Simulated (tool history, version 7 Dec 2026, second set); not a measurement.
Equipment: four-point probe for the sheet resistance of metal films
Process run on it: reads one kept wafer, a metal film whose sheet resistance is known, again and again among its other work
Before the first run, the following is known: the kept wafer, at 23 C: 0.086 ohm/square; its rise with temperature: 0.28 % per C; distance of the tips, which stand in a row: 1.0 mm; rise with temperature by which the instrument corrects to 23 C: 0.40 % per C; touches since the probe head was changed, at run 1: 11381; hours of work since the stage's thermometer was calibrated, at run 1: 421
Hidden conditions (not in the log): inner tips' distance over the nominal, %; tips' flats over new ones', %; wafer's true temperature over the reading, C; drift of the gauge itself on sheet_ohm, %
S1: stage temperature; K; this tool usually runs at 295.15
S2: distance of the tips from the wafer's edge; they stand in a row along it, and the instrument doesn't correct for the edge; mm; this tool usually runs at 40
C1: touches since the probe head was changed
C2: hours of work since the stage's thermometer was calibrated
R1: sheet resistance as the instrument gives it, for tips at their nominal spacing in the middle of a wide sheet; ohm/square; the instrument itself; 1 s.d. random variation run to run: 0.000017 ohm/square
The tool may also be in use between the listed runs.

run    hour      S1  S2     C1    C2        R1
  1     0.0  295.15  40  11381   421  0.086924
  2    68.9  295.15  16  14830   463  0.087045
  3   106.1  295.15  14  16691   486  0.087131
  4   185.4  295.15  14  20662   534  0.087123
  5   269.9  297.15  14  24888   586  0.086962
  6   316.0  297.15  14  27194   614  0.086934
  7   355.9  295.15  40  29196   639  0.086950
  8   401.7  295.15  40  31486   667  0.086991
  9   479.0  295.15  40  35353   714  0.087001
 10   520.7  302.15  40  37439   740  0.086279
 11   591.3  302.15  40  40977   783  0.086295
 12   632.1  295.15  40  43017   808  0.086984
 13   687.5  295.15  40  45791   842  0.087043
 14   747.1  295.15  40  48771   878  0.087050
 15   792.1  295.15   5  51026   906  0.088879
 16   839.7  293.15   3  53406   935  0.092147
 17   913.3  300.15  36  57091   980  0.086530
 18   959.2  302.15  40  59391  1008  0.086328
 19  1045.2  293.15  62  63694  1061  0.087300
 20  1084.2  306.15  36  65644  1085  0.085984
 21  1151.0  306.15  36  68988  1126  0.085961
 22  1189.7  305.15   3  70923  1149  0.090889
 23  1242.8  305.15  10  73583  1182  0.086482
 24  1325.1  305.15  10  77704  1232  0.086524
 25  1388.0  300.15  40  80849  1271  0.086636
 26  1466.1  300.15  40  84758  1318  0.086638
 27  1501.6  292.15  45  86535  1340  0.087533
 28  1586.7  291.15  17  90794  1392  0.087767
 29  1634.4  292.15  19  93183  1422  0.087625

Below are 4 alternative next runs, each starting from the tool's condition after run 29. Predict each:
  A  1710.7  301.15  18  97003  1468   ?
  B  1710.7  292.15  26  97003  1468   ?
  C  1710.7  293.15   8  97003  1468   ?
  D  1710.7  292.15  19  97003  1468   ?

run        R1
  A  0.086704
  B  0.087594
  C  0.088141
  D  0.087657
Stripped of hidden state, with their random variation kept, the same runs would have yielded:
run        R1
  A  0.085622
  B  0.086502
  C  0.087043
  D  0.086564
